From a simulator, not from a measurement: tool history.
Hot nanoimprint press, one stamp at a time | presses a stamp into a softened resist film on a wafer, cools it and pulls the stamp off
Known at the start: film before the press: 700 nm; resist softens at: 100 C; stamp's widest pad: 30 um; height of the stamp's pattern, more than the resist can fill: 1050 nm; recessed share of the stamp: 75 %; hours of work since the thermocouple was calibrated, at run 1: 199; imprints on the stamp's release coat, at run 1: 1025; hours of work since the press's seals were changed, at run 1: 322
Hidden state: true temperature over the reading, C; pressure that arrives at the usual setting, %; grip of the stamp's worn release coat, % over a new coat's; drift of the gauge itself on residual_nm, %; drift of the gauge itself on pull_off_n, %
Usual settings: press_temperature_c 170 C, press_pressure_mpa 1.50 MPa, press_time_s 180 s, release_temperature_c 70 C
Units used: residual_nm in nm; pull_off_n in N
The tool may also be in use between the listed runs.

run,hour,press_temperature_c,press_pressure_mpa,press_time_s,release_temperature_c,hours of work since the thermocouple was calibrated,imprints on the stamp's release coat,hours of work since the press's seals were changed,residual_nm,pull_off_n
1,0.0,170,1.50,180,70,199,1025,322,342.5,161
2,17.9,170,1.50,180,70,209,1057,332,343.0,168
3,34.1,170,1.50,180,70,218,1086,341,343.1,162
4,48.1,170,1.50,180,70,226,1110,349,340.2,169
5,65.1,170,1.50,180,70,235,1140,359,340.8,168
6,79.8,170,1.50,180,70,244,1166,367,341.6,161
7,97.6,177,1.50,218,64,254,1198,377,246.3,195
8,109.5,177,1.50,180,67,261,1219,384,267.3,180
9,124.5,177,1.50,180,67,269,1245,392,265.3,181
10,137.7,172,2.03,311,70,276,1269,400,221.3,169
# hour 151.7: stamp cleaned and given a new release coat
11,159.7,172,1.18,187,70,286,14,409,350.1,135
12,168.0,172,1.18,187,70,290,29,414,346.2,132

A few steps of pull_off_n between consecutive runs. Split each: what settings, incoming material and random variation would produce without the hidden state, and what is left over for the hidden state, along with gauge scatter present in only one of the two compared results (measured, and without hidden state):
Run 6 -> 7: press_temperature_c 170 -> 177, press_time_s 180 -> 218, release_temperature_c 70 -> 64. pull_off_n +34 N: hidden state +7, all else +27.
Run 10 -> 11: press_pressure_mpa 2.03 -> 1.18, press_time_s 311 -> 187, stamp cleaned and given a new release coat. pull_off_n -34 N: hidden state -38, all else +4.
